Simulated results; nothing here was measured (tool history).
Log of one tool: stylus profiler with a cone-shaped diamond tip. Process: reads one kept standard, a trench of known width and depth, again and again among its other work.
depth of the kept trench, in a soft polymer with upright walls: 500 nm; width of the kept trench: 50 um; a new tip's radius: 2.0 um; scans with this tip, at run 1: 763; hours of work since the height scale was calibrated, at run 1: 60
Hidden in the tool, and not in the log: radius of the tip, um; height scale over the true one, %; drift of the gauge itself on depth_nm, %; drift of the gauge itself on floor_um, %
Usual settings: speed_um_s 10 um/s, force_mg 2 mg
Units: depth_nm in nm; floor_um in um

| run | hour | speed_um_s | force_mg | scans with this tip | hours of work since the height scale was calibrated | depth_nm | floor_um |
|---|---|---|---|---|---|---|---|
| 1 | 0 | 10 | 2 | 763 | 60 | 505.67 | 47.26 |
| 2 | 15.9 | 10 | 2 | 892 | 70 | 505.29 | 47.22 |
| 3 | 29 | 10 | 2 | 999 | 78 | 505.47 | 47.25 |
| 4 | 36.6 | 10 | 2 | 1061 | 83 | 505.41 | 47.26 |
| 5 | 51.2 | 10 | 2 | 1179 | 92 | 505.59 | 47.27 |
| 6 | 59 | 22 | 2 | 1242 | 97 | 505.41 | 47.21 |
| 7 | 68.5 | 10 | 1.08 | 1319 | 103 | 503.58 | 47.26 |
| 8 | 76.1 | 10 | 1.08 | 1381 | 108 | 503.62 | 47.23 |
| 9 | 89 | 6 | 4.24 | 1486 | 116 | 509.37 | 47.27 |
| 10 | 101.6 | 34 | 0.76 | 1588 | 124 | 502.87 | 46.91 |
| 11 | 113.7 | 34 | 0.76 | 1687 | 132 | 502.76 | 46.94 |
| 12 | 122.8 | 10 | 1.9 | 1760 | 137 | 505.34 | 47.21 |
| 13 | 129.8 | 10 | 1.9 | 1817 | 142 | 505.34 | 47.23 |
| 14 | 143.1 | 10 | 1.9 | 1925 | 150 | 505.33 | 47.19 |

3 ways to go on from here, each from the tool as it stands after run 14. What would each give?
| A | 151.2 | 10 | 0.72 | 1991 | 155 | ? | ? |
| B | 151.2 | 12 | 1.9 | 1991 | 155 | ? | ? |
| C | 151.2 | 5 | 5.94 | 1991 | 155 | ? | ? |

| run | depth_nm | floor_um |
|---|---|---|
| A | 502.56 | 47.19 |
| B | 505.44 | 47.15 |
| C | 511.55 | 47.32 |
Without the tool's hidden state the same runs would have given:
| run | depth_nm | floor_um |
|---|---|---|
| A | 502.32 | 47.26 |
| B | 505.2 | 47.23 |
| C | 511.31 | 47.39 |
